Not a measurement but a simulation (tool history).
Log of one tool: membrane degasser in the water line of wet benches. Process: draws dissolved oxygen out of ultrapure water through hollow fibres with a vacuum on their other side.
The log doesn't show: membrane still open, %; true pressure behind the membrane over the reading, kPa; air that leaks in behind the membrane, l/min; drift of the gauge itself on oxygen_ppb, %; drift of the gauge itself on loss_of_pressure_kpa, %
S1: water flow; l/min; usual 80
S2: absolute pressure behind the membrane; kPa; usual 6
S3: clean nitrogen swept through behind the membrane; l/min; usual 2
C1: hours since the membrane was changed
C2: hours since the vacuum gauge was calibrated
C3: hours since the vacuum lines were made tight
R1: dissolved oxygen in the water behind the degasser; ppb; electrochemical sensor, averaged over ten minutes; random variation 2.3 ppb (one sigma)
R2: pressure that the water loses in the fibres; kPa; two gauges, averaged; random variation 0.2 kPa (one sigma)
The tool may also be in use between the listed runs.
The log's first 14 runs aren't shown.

run,hour,S1,S2,S3,C1,C2,C3,R1,R2
# hour 2467.2: vacuum gauge calibrated
15,2598.7,62,6,2,3921,131,5093,223.3,36.89
# hour 2640.7: seals of the vacuum lines changed
16,2805.2,80,6,2,4126,336,165,283.5,47.76
17,3052.6,120,10.09,1.71,4373,583,412,934.7,71.55
18,3324.8,71,3.93,4.16,4645,856,684,62.1,42.61
19,3458.9,52,7.47,2.6,4780,990,818,215.2,31.56
20,3691.8,73,11.85,1.63,5012,1223,1051,769.3,44.2
21,3824.9,73,11.06,3.06,5146,1356,1184,436.1,44.18
22,4035.5,93,5.98,4.04,5356,1566,1395,207,57.04
# hour 4121.1: vacuum gauge calibrated, once more
23,4229.8,122,5.23,2,5550,109,1589,317.6,74.82
24,4450.1,49,6.05,0.85,5770,329,1809,299.8,30.21
25,4694.5,52,6.05,0.85,6015,573,2053,315.5,31.99
26,4976.3,120,4.52,5.78,6296,855,2335,161,73.72
27,5224.8,53,7.55,1.58,6545,1104,2584,303.5,32.82
28,5425.5,80,8.8,1.76,6746,1304,2784,494.7,49.68
29,5687.1,80,8.8,1.76,7007,1566,3046,506.1,49.98
30,5922.5,80,8.8,1.76,7243,1801,3281,492.2,50.05
31,6201.1,59,5.18,4.6,7521,2080,3560,66.9,36.87
32,6487.4,80,5.19,2,7808,2366,3846,188.9,51.04

3 ways to go on from here, each from the tool as it stands after run 32. What would each give?
A,6605,80,6.68,1.53,7925,2484,3964,?,?
B,6605,78,5.19,2,7925,2484,3964,?,?
C,6605,71,5.36,2.22,7925,2484,3964,?,?

run,R1,R2
A,370.2,51.08
B,191.7,49.79
C,164.4,44.98
Without the tool's hidden state the same runs would have given:
run,R1,R2
A,341.8,45.57
B,166.3,44.43
C,145.1,40.14
